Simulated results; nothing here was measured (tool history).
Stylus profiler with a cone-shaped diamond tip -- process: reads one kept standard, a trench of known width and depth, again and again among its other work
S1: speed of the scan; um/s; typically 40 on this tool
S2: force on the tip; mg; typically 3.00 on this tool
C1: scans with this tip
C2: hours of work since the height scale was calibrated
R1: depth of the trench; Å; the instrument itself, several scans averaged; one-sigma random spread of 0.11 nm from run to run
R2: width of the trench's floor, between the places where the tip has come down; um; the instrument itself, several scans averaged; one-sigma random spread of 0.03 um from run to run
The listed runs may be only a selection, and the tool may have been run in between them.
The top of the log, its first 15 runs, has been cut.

Run 16, hour 200.1: usual settings but S2 1.95 mg; C1 2016; C2 255. Result: R1 2030.7 Å, R2 27.80 um.
Run 17, hour 211.9: usual settings but S2 1.95 mg; C1 2089; C2 264. Result: R1 2028.3 Å, R2 27.82 um.
Run 18, hour 221.9: usual settings but S2 1.95 mg; C1 2151; C2 272. Result: R1 2028.6 Å, R2 27.83 um.
Run 19, hour 230.6: usual settings but S2 1.95 mg; C1 2204; C2 279. Result: R1 2028.4 Å, R2 27.78 um.
Run 20, hour 241.5: usual settings but S2 1.95 mg; C1 2271; C2 287. Result: R1 2029.9 Å, R2 27.78 um.
Run 21, hour 250.8: usual settings but S2 1.95 mg; C1 2329; C2 295. Result: R1 2029.4 Å, R2 27.78 um.
Run 22, hour 259.8: usual settings but S2 1.95 mg; C1 2384; C2 302. Result: R1 2028.3 Å, R2 27.77 um.
Run 23, hour 268.1: usual settings but S2 1.95 mg; C1 2435; C2 308. Result: R1 2029.5 Å, R2 27.79 um.
Run 24, hour 276.1: usual settings but S1 20 um/s; C1 2484; C2 314. Result: R1 2037.6 Å, R2 27.87 um.
Run 25, hour 285.0: usual settings but S1 20 um/s; C1 2539; C2 321. Result: R1 2038.0 Å, R2 27.82 um.
Run 26, hour 293.7: usual settings but S1 48 um/s, S2 8.14 mg; C1 2592; C2 328. Result: R1 2074.8 Å, R2 27.81 um.
Run 27, hour 307.8: usual settings but S1 45 um/s, S2 1.72 mg; C1 2679; C2 339. Result: R1 2028.8 Å, R2 27.76 um.
Run 28, hour 321.6: usual settings but S1 30 um/s, S2 2.52 mg; C1 2764; C2 350. Result: R1 2036.1 Å, R2 27.82 um.
Run 29, hour 333.0: usual settings but S1 30 um/s, S2 2.52 mg; C1 2834; C2 359. Result: R1 2035.1 Å, R2 27.76 um.

What will run 30 give?
Run 30, hour 350.3: usual settings but S1 138 um/s; C1 2941; C2 372. Result: R1 ?, R2 ?.

Run 30 measured R1 2040.7 Å, R2 27.56 um.
Take away the tool's hidden state, keep the run-to-run variation as it was, and the same run would have given R1 2038.4 Å, R2 27.73 um.

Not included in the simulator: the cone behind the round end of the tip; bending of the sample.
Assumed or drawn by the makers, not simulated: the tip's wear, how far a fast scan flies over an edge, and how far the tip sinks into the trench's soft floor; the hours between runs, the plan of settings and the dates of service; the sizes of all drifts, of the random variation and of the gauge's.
